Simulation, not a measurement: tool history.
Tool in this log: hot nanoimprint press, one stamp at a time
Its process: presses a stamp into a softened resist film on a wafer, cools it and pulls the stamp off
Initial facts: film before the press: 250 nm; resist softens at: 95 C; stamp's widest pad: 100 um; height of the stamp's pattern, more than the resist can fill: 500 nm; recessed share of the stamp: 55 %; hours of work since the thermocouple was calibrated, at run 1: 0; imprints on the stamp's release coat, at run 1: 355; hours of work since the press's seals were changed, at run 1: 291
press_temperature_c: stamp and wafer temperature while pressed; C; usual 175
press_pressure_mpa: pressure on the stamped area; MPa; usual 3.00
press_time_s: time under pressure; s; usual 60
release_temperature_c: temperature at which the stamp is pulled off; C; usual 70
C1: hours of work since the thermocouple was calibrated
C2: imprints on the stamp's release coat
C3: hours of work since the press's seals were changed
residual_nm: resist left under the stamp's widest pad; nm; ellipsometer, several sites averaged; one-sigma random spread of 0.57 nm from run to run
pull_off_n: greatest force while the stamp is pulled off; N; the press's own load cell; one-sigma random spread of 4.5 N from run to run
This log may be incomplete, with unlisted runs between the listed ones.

{"run": 1, "hour": 0.0, "press_temperature_c": 175, "press_pressure_mpa": 3.0, "press_time_s": 60, "release_temperature_c": 70, "C1": 0, "C2": 355, "C3": 291, "residual_nm": 138.1, "pull_off_n": 219}
{"run": 2, "hour": 5.3, "press_temperature_c": 175, "press_pressure_mpa": 3.0, "press_time_s": 36, "release_temperature_c": 70, "C1": 4, "C2": 379, "C3": 295, "residual_nm": 161.8, "pull_off_n": 221}
{"run": 3, "hour": 13.1, "press_temperature_c": 175, "press_pressure_mpa": 3.0, "press_time_s": 36, "release_temperature_c": 70, "C1": 10, "C2": 413, "C3": 300, "residual_nm": 160.6, "pull_off_n": 228}
{"run": 4, "hour": 19.6, "press_temperature_c": 175, "press_pressure_mpa": 3.0, "press_time_s": 36, "release_temperature_c": 70, "C1": 15, "C2": 442, "C3": 305, "residual_nm": 161.4, "pull_off_n": 216}
{"run": 5, "hour": 28.4, "press_temperature_c": 175, "press_pressure_mpa": 3.0, "press_time_s": 36, "release_temperature_c": 70, "C1": 21, "C2": 481, "C3": 312, "residual_nm": 159.9, "pull_off_n": 226}
{"run": 6, "hour": 35.2, "press_temperature_c": 175, "press_pressure_mpa": 3.0, "press_time_s": 36, "release_temperature_c": 70, "C1": 26, "C2": 511, "C3": 317, "residual_nm": 160.9, "pull_off_n": 222}
{"run": 7, "hour": 43.2, "press_temperature_c": 175, "press_pressure_mpa": 3.0, "press_time_s": 36, "release_temperature_c": 70, "C1": 32, "C2": 546, "C3": 323, "residual_nm": 161.0, "pull_off_n": 217}
{"run": 8, "hour": 49.0, "press_temperature_c": 175, "press_pressure_mpa": 3.0, "press_time_s": 36, "release_temperature_c": 70, "C1": 37, "C2": 572, "C3": 327, "residual_nm": 159.6, "pull_off_n": 219}
{"run": 9, "hour": 55.6, "press_temperature_c": 175, "press_pressure_mpa": 3.0, "press_time_s": 36, "release_temperature_c": 70, "C1": 42, "C2": 601, "C3": 332, "residual_nm": 159.5, "pull_off_n": 227}
{"run": 10, "hour": 60.3, "press_temperature_c": 175, "press_pressure_mpa": 3.0, "press_time_s": 34, "release_temperature_c": 70, "C1": 45, "C2": 622, "C3": 336, "residual_nm": 163.9, "pull_off_n": 222}
{"run": 11, "hour": 70.0, "press_temperature_c": 175, "press_pressure_mpa": 3.0, "press_time_s": 34, "release_temperature_c": 70, "C1": 52, "C2": 665, "C3": 343, "residual_nm": 163.8, "pull_off_n": 222}
{"run": 12, "hour": 74.4, "press_temperature_c": 175, "press_pressure_mpa": 3.0, "press_time_s": 34, "release_temperature_c": 70, "C1": 56, "C2": 684, "C3": 346, "residual_nm": 163.6, "pull_off_n": 216}
{"run": 13, "hour": 80.4, "press_temperature_c": 175, "press_pressure_mpa": 3.0, "press_time_s": 60, "release_temperature_c": 70, "C1": 60, "C2": 711, "C3": 351, "residual_nm": 136.8, "pull_off_n": 221}
{"run": 14, "hour": 84.7, "press_temperature_c": 175, "press_pressure_mpa": 3.0, "press_time_s": 60, "release_temperature_c": 70, "C1": 63, "C2": 730, "C3": 354, "residual_nm": 137.1, "pull_off_n": 223}
{"run": 15, "hour": 89.0, "press_temperature_c": 175, "press_pressure_mpa": 3.0, "press_time_s": 60, "release_temperature_c": 74, "C1": 67, "C2": 749, "C3": 357, "residual_nm": 136.9, "pull_off_n": 206}
{"run": 16, "hour": 95.6, "press_temperature_c": 167, "press_pressure_mpa": 2.93, "press_time_s": 60, "release_temperature_c": 70, "C1": 72, "C2": 778, "C3": 362, "residual_nm": 167.1, "pull_off_n": 220}
{"run": 17, "hour": 104.9, "press_temperature_c": 170, "press_pressure_mpa": 3.0, "press_time_s": 60, "release_temperature_c": 70, "C1": 79, "C2": 819, "C3": 369, "residual_nm": 154.9, "pull_off_n": 222}
{"run": 18, "hour": 113.2, "press_temperature_c": 171, "press_pressure_mpa": 3.0, "press_time_s": 60, "release_temperature_c": 59, "C1": 85, "C2": 856, "C3": 375, "residual_nm": 151.6, "pull_off_n": 262}
{"run": 19, "hour": 121.9, "press_temperature_c": 175, "press_pressure_mpa": 4.4, "press_time_s": 60, "release_temperature_c": 70, "C1": 91, "C2": 894, "C3": 382, "residual_nm": 116.4, "pull_off_n": 222}
{"run": 20, "hour": 130.1, "press_temperature_c": 175, "press_pressure_mpa": 2.94, "press_time_s": 60, "release_temperature_c": 72, "C1": 97, "C2": 930, "C3": 388, "residual_nm": 137.4, "pull_off_n": 212}
{"run": 21, "hour": 138.7, "press_temperature_c": 175, "press_pressure_mpa": 2.94, "press_time_s": 60, "release_temperature_c": 72, "C1": 104, "C2": 968, "C3": 394, "residual_nm": 137.9, "pull_off_n": 218}
{"run": 22, "hour": 144.1, "press_temperature_c": 175, "press_pressure_mpa": 2.94, "press_time_s": 60, "release_temperature_c": 72, "C1": 108, "C2": 992, "C3": 398, "residual_nm": 136.1, "pull_off_n": 220}
{"run": 23, "hour": 152.5, "press_temperature_c": 172, "press_pressure_mpa": 3.0, "press_time_s": 60, "release_temperature_c": 75, "C1": 114, "C2": 1030, "C3": 405, "residual_nm": 147.4, "pull_off_n": 200}
{"run": 24, "hour": 162.2, "press_temperature_c": 172, "press_pressure_mpa": 3.0, "press_time_s": 60, "release_temperature_c": 75, "C1": 121, "C2": 1073, "C3": 412, "residual_nm": 147.9, "pull_off_n": 202}
{"run": 25, "hour": 167.1, "press_temperature_c": 178, "press_pressure_mpa": 3.0, "press_time_s": 33, "release_temperature_c": 75, "C1": 125, "C2": 1094, "C3": 416, "residual_nm": 152.1, "pull_off_n": 210}

Run 26 comes next. What will it give?
{"run": 26, "hour": 171.9, "press_temperature_c": 178, "press_pressure_mpa": 3.0, "press_time_s": 33, "release_temperature_c": 75, "C1": 129, "C2": 1116, "C3": 419, "residual_nm": "?", "pull_off_n": "?"}

residual_nm: 152.8 nm
pull_off_n: 208 N
With no hidden state in the tool, this same run would have given residual_nm 155.0 nm, pull_off_n 205 N.
